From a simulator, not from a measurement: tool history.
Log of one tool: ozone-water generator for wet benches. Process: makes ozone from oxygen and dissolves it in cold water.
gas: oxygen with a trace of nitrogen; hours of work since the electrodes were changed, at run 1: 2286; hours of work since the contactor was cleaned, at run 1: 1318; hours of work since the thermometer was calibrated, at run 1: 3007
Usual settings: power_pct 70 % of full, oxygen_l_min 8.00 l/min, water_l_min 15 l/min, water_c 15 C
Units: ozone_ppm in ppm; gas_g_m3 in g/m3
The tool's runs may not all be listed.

run      day  power_pct  oxygen_l_min  water_l_min  water_c  hours of work since the electrodes were changed  hours of work since the contactor was cleaned  hours of work since the thermometer was calibrated  ozone_ppm  gas_g_m3
  1    0.000         70          8.00           15       15                                             2286                                           1318                                                3007       37.9     237.7
  2    2.892         70          8.00           15       15                                             2350                                           1381                                                3071       38.0     239.2
  3    8.321         70          8.00           15       15                                             2469                                           1500                                                3190       37.1     238.3
  4   12.562         70          6.34           15       15                                             2562                                           1593                                                3283       39.0     276.7
  5   16.554         70          6.34           15       15                                             2650                                           1681                                                3371       39.2     273.5
  6   21.196         70          6.34           15       15                                             2752                                           1783                                                3472       38.8     274.3
  7   23.729         70          6.34           15       15                                             2807                                           1839                                                3528       38.8     272.7
  8   28.571         70          6.34           15       15                                             2913                                           1945                                                3634       38.3     275.3
  9   33.421         70          6.34           15       15                                             3020                                           2051                                                3741       39.3     272.5
 10   37.317         70          8.00           15       15                                             3105                                           2137                                                3826       37.3     233.8
 11   41.442         97          8.00           15       15                                             3196                                           2227                                                3917       46.2     294.7
 12   44.742         97          8.00           15       15                                             3268                                           2300                                                3989       45.6     296.4
 13   47.762         97          8.00           15       15                                             3335                                           2366                                                4055       46.2     293.2
      48.167  -- contactor cleaned
 14   53.338         97          8.00           15       15                                             3453                                            113                                                4174       45.4     295.2
 15   55.767         70          8.00           15       15                                             3506                                            167                                                4227       35.5     230.4
      56.504  -- contactor cleaned, once more
 16   59.412         70          8.00           15       15                                             3583                                             64                                                4304       36.5     229.0
 17   63.733         47          8.00           22       15                                             3678                                            159                                                4399       19.3     170.6
 18   67.196         93          6.88           12        8                                             3754                                            235                                                4475       62.5     311.2
 19   71.592         93          6.88           12        8                                             3850                                            331                                                4571       62.2     310.6
 20   75.350         70         13.27           18       15                                             3932                                            413                                                4653       26.8     164.1
 21   78.312         50          8.00           10       11                                             3998                                            479                                                4718       39.8     177.1
 22   83.138         42          4.60           10       14                                             4103                                            584                                                4824       38.0     222.1
 23   86.358         50          8.00           15       14                                             4174                                            655                                                4895       28.3     176.1
 24   90.392         50          8.00           10       15                                             4263                                            744                                                4983       36.2     173.9
 25   96.142         70          8.00           17       14                                             4389                                            870                                                5110       32.4     224.7
 26   99.483         86          8.00           10       15                                             4462                                            943                                                5183       53.5     263.3
 27  103.392         70          8.00           23       11                                             4548                                           1029                                                5269       26.0     221.2
 28  108.529         70          8.00           23       11                                             4661                                           1142                                                5381       25.9     222.7
 29  111.129         63          5.36           12       11                                             4718                                           1199                                                5438       45.1     265.4
     112.317  -- water thermometer calibrated
 30  116.538         98          8.00           11       15                                             4836                                           1317                                                  93       55.3     282.4
 31  119.233         58         11.29           11        9                                             4895                                           1376                                                 152       38.2     155.3
 32  122.200         63         14.17           15       16                                             4960                                           1441                                                 217       26.2     142.5

4 ways to go on from here, each from the tool as it stands after run 32. What would each give?
  A  126.692         97          8.00           15       21                                             5059                                           1540                                                 315          ?         ?
  B  126.692         79         14.17           15       16                                             5059                                           1540                                                 315          ?         ?
  C  126.692         70          8.00           15       21                                             5059                                           1540                                                 315          ?         ?
  D  126.692         42          4.71           15       16                                             5059                                           1540                                                 315          ?         ?

run  ozone_ppm  gas_g_m3
  A       39.1     277.0
  B       30.7     164.3
  C       30.7     218.4
  D       26.2     216.0
Without the tool's hidden state the same runs would have given:
run  ozone_ppm  gas_g_m3
  A       47.5     330.5
  B       36.4     191.8
  C       35.9     251.4
  D       29.1     235.2
